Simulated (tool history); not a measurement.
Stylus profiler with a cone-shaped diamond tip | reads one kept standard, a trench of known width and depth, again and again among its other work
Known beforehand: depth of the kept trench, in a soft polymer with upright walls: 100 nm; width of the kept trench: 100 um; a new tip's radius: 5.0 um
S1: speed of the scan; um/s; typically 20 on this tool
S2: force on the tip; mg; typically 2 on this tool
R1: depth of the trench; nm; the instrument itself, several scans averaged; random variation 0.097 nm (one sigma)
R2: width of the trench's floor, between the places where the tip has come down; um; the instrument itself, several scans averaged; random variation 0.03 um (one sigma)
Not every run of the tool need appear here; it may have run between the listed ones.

Run 1, hour 0: usual settings. Result: R1 100.84 nm, R2 97.88 um.
Run 2, hour 19: usual settings. Result: R1 100.7 nm, R2 97.9 um.
Run 3, hour 42.7: usual settings. Result: R1 100.67 nm, R2 97.85 um.
Run 4, hour 64.6: usual settings but S2 3.4 mg. Result: R1 101.18 nm, R2 97.92 um.
Run 5, hour 84.6: usual settings but S1 11 um/s. Result: R1 100.61 nm, R2 97.93 um.
Run 6, hour 97.4: usual settings but S1 11 um/s. Result: R1 100.76 nm, R2 97.9 um.
Run 7, hour 118.5: usual settings but S1 11 um/s, S2 3.99 mg. Result: R1 100.95 nm, R2 97.94 um.
Run 8, hour 146.4: usual settings. Result: R1 100.6 nm, R2 97.8 um.
Run 9, hour 170.9: usual settings but S2 3.87 mg. Result: R1 101.13 nm, R2 97.9 um.
Run 10, hour 196.3: usual settings. Result: R1 100.7 nm, R2 97.78 um.
Run 11, hour 209.6: usual settings. Result: R1 100.62 nm, R2 97.88 um.
Run 12, hour 230: usual settings but S1 77 um/s. Result: R1 100.59 nm, R2 97.47 um.
Run 13, hour 256.4: usual settings but S1 77 um/s. Result: R1 100.72 nm, R2 97.45 um.
Run 14, hour 280.6: usual settings but S1 77 um/s. Result: R1 100.58 nm, R2 97.44 um.
Run 15, hour 308.7: usual settings but S1 77 um/s. Result: R1 100.77 nm, R2 97.49 um.
Run 16, hour 325.7: usual settings but S1 77 um/s. Result: R1 100.72 nm, R2 97.46 um.
Run 17, hour 339.4: usual settings but S1 77 um/s. Result: R1 100.66 nm, R2 97.49 um.
Run 18, hour 361.9: usual settings but S1 77 um/s. Result: R1 100.61 nm, R2 97.44 um.
Run 19, hour 388.7: usual settings but S1 77 um/s. Result: R1 100.75 nm, R2 97.43 um.
Run 20, hour 412.5: usual settings but S2 2.43 mg. Result: R1 100.56 nm, R2 97.81 um.
Run 21, hour 428.7: usual settings but S2 2.43 mg. Result: R1 100.71 nm, R2 97.87 um.
Run 22, hour 444.7: usual settings. Result: R1 100.75 nm, R2 97.82 um.
Run 23, hour 465: usual settings. Result: R1 100.54 nm, R2 97.78 um.
Run 24, hour 486.5: usual settings. Result: R1 100.48 nm, R2 97.8 um.
Run 25, hour 514: usual settings but S1 51 um/s, S2 0.99 mg. Result: R1 100.35 nm, R2 97.45 um.
Run 26, hour 526.1: usual settings but S1 51 um/s, S2 0.99 mg. Result: R1 100.33 nm, R2 97.43 um.
Run 27, hour 551.5: usual settings but S1 51 um/s, S2 0.99 mg. Result: R1 100.24 nm, R2 97.49 um.
Run 28, hour 563.3: usual settings but S1 48 um/s, S2 1.28 mg. Result: R1 100.44 nm, R2 97.54 um.
Run 29, hour 583.4: usual settings but S1 19 um/s, S2 1.06 mg. Result: R1 100.4 nm, R2 97.81 um.
Run 30, hour 603.5: usual settings but S1 13 um/s, S2 3.86 mg. Result: R1 100.98 nm, R2 97.89 um.
Run 31, hour 617: usual settings but S1 58 um/s, S2 3.86 mg. Result: R1 101.04 nm, R2 97.69 um.
Run 32, hour 631.9: usual settings but S1 58 um/s, S2 3.86 mg. Result: R1 100.93 nm, R2 97.68 um.
Run 33, hour 648.4: usual settings but S1 58 um/s, S2 3.86 mg. Result: R1 100.86 nm, R2 97.64 um.
Run 34, hour 670: usual settings but S1 38 um/s, S2 0.72 mg. Result: R1 100.47 nm, R2 97.52 um.
Run 35, hour 694.2: usual settings but S1 38 um/s, S2 0.72 mg. Result: R1 100.28 nm, R2 97.53 um.
Run 36, hour 713.4: usual settings but S1 8 um/s, S2 1.33 mg. Result: R1 100.27 nm, R2 97.84 um.
Run 37, hour 731.6: usual settings but S1 8 um/s, S2 1.33 mg. Result: R1 100.21 nm, R2 97.84 um.
Run 38, hour 757.6: usual settings but S1 6 um/s, S2 3.01 mg. Result: R1 101 nm, R2 97.88 um.
Run 39, hour 770.5: usual settings but S1 6 um/s, S2 3.01 mg. Result: R1 100.88 nm, R2 97.93 um.
Run 40, hour 795.5: usual settings but S1 26 um/s, S2 0.83 mg. Result: R1 100.44 nm, R2 97.7 um.
Run 41, hour 818.8: usual settings but S1 5 um/s, S2 1 mg. Result: R1 100.26 nm, R2 97.89 um.
Run 42, hour 832.3: usual settings but S1 35 um/s, S2 1 mg. Result: R1 100.36 nm, R2 97.61 um.
Run 43, hour 858.5: usual settings but S1 31 um/s, S2 1 mg. Result: R1 100.27 nm, R2 97.69 um.
Run 44, hour 872: usual settings but S1 31 um/s, S2 1 mg. Result: R1 100.26 nm, R2 97.63 um.
Run 45, hour 896.5: usual settings but S1 68 um/s, S2 0.72 mg. Result: R1 100.21 nm, R2 97.16 um.
Run 46, hour 915: usual settings but S1 68 um/s, S2 0.72 mg. Result: R1 100.2 nm, R2 97.17 um.
Run 47, hour 927.4: usual settings but S1 28 um/s, S2 1.85 mg. Result: R1 100.66 nm, R2 97.69 um.

Forecast each of these 4 alternatives for the next run:
Run A, hour 949.2: usual settings but S1 6 um/s, S2 3.28 mg. Result: R1 ?, R2 ?.
Run B, hour 949.2: usual settings but S2 1.46 mg. Result: R1 ?, R2 ?.
Run C, hour 949.2: usual settings but S1 52 um/s, S2 1.38 mg. Result: R1 ?, R2 ?.
Run D, hour 949.2: usual settings but S1 14 um/s, S2 5.23 mg. Result: R1 ?, R2 ?.

run      R1     R2
  A  100.73   97.8
  B  100.41  97.77
  C  100.18  97.51
  D  101.25  97.82
Had the tool no hidden state, the same runs would have come out as:
run      R1     R2
  A  100.92   97.9
  B  100.61  97.87
  C  100.37  97.61
  D  101.44  97.91
